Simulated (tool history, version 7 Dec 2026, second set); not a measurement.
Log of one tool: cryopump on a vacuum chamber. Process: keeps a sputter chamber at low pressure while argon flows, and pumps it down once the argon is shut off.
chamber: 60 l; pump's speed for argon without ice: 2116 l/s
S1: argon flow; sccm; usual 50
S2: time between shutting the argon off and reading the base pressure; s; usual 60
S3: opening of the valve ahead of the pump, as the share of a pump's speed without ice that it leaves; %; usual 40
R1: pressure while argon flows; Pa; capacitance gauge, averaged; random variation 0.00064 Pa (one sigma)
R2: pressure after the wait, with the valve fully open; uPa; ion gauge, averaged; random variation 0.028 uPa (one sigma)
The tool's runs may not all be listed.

Run 1, hour 0.0: usual settings. Result: R1 0.1047 Pa, R2 2.47 uPa.
Run 2, hour 35.5: usual settings but S2 26 s. Result: R1 0.1051 Pa, R2 4.10 uPa.
Run 3, hour 62.2: usual settings but S2 26 s. Result: R1 0.1051 Pa, R2 4.03 uPa.
Run 4, hour 81.3: usual settings but S2 117 s. Result: R1 0.1056 Pa, R2 1.88 uPa.
Run 5, hour 118.9: usual settings but S2 117 s. Result: R1 0.1055 Pa, R2 1.98 uPa.
Run 6, hour 151.6: usual settings but S2 117 s, S3 29 %. Result: R1 0.1434 Pa, R2 1.98 uPa.
Run 7, hour 189.9: usual settings. Result: R1 0.1062 Pa, R2 2.54 uPa.
Run 8, hour 208.1: usual settings but S2 205 s. Result: R1 0.1066 Pa, R2 1.73 uPa.
Run 9, hour 244.7: usual settings but S2 205 s. Result: R1 0.1073 Pa, R2 1.78 uPa.
Run 10, hour 263.6: usual settings but S2 205 s. Result: R1 0.1064 Pa, R2 1.78 uPa.
Run 11, hour 282.4: usual settings but S2 205 s. Result: R1 0.1062 Pa, R2 1.82 uPa.
Run 12, hour 307.3: usual settings but S2 205 s. Result: R1 0.1074 Pa, R2 1.83 uPa.
Run 13, hour 326.2: usual settings but S2 205 s. Result: R1 0.1055 Pa, R2 1.79 uPa.
Run 14, hour 352.2: usual settings but S2 205 s. Result: R1 0.1066 Pa, R2 1.91 uPa.
Run 15, hour 372.9: usual settings but S2 205 s. Result: R1 0.1091 Pa, R2 1.96 uPa.
Run 16, hour 409.9: usual settings but S2 205 s. Result: R1 0.1095 Pa, R2 1.93 uPa.
Run 17, hour 433.9: usual settings but S1 33 sccm. Result: R1 0.0722 Pa, R2 2.81 uPa.
At hour 470.2: pump warmed up, emptied and cooled again.
Run 18, hour 473.9: usual settings but S1 33 sccm. Result: R1 0.0665 Pa, R2 2.51 uPa.
Run 19, hour 497.1: usual settings but S1 33 sccm. Result: R1 0.0656 Pa, R2 2.59 uPa.
Run 20, hour 520.0: usual settings but S1 24 sccm, S2 51 s, S3 56 %. Result: R1 0.0352 Pa, R2 2.89 uPa.
Run 21, hour 538.6: usual settings but S1 37 sccm, S2 100 s, S3 24 %. Result: R1 0.1244 Pa, R2 2.09 uPa.
Run 22, hour 569.6: usual settings but S1 37 sccm, S2 100 s, S3 24 %. Result: R1 0.1239 Pa, R2 2.17 uPa.
Run 23, hour 600.9: usual settings but S1 37 sccm, S2 100 s, S3 24 %. Result: R1 0.1231 Pa, R2 2.23 uPa.
Run 24, hour 628.2: usual settings but S1 37 sccm, S2 29 s, S3 24 %. Result: R1 0.1245 Pa, R2 3.85 uPa.
Run 25, hour 648.3: usual settings but S1 21 sccm. Result: R1 0.0438 Pa, R2 2.62 uPa.
Run 26, hour 667.2: usual settings but S1 21 sccm. Result: R1 0.0431 Pa, R2 2.69 uPa.
Run 27, hour 706.3: usual settings but S1 21 sccm, S2 254 s, S3 51 %. Result: R1 0.0341 Pa, R2 1.77 uPa.
Run 28, hour 734.3: usual settings but S1 81 sccm, S3 16 %. Result: R1 0.4075 Pa, R2 2.69 uPa.
Run 29, hour 759.4: usual settings but S1 81 sccm, S3 16 %. Result: R1 0.4060 Pa, R2 2.76 uPa.
Run 30, hour 779.5: usual settings but S1 96 sccm, S2 51 s, S3 16 %. Result: R1 0.4837 Pa, R2 2.93 uPa.
Run 31, hour 815.4: usual settings but S1 97 sccm, S2 35 s, S3 29 %. Result: R1 0.2723 Pa, R2 3.61 uPa.
Run 32, hour 839.5: usual settings but S1 97 sccm, S2 35 s, S3 29 %. Result: R1 0.2732 Pa, R2 3.62 uPa.
Run 33, hour 856.9: usual settings but S2 30 s, S3 17 %. Result: R1 0.2389 Pa, R2 4.05 uPa.
Run 34, hour 877.9: usual settings but S1 59 sccm, S2 68 s, S3 52 %. Result: R1 0.0954 Pa, R2 2.69 uPa.

Forecast each of these 3 alternatives for the next run:
Run A, hour 903.1: usual settings but S1 21 sccm, S2 68 s, S3 52 %. Result: R1 ?, R2 ?.
Run B, hour 903.1: usual settings but S1 49 sccm, S2 167 s, S3 16 %. Result: R1 ?, R2 ?.
Run C, hour 903.1: usual settings but S1 22 sccm, S2 68 s, S3 26 %. Result: R1 ?, R2 ?.

run      R1    R2
  A  0.0332  2.77
  B  0.2486  2.14
  C  0.0696  2.73
Without the tool's hidden state the same runs would have given:
run      R1    R2
  A  0.0317  1.20
  B  0.2449  0.57
  C  0.0680  1.18

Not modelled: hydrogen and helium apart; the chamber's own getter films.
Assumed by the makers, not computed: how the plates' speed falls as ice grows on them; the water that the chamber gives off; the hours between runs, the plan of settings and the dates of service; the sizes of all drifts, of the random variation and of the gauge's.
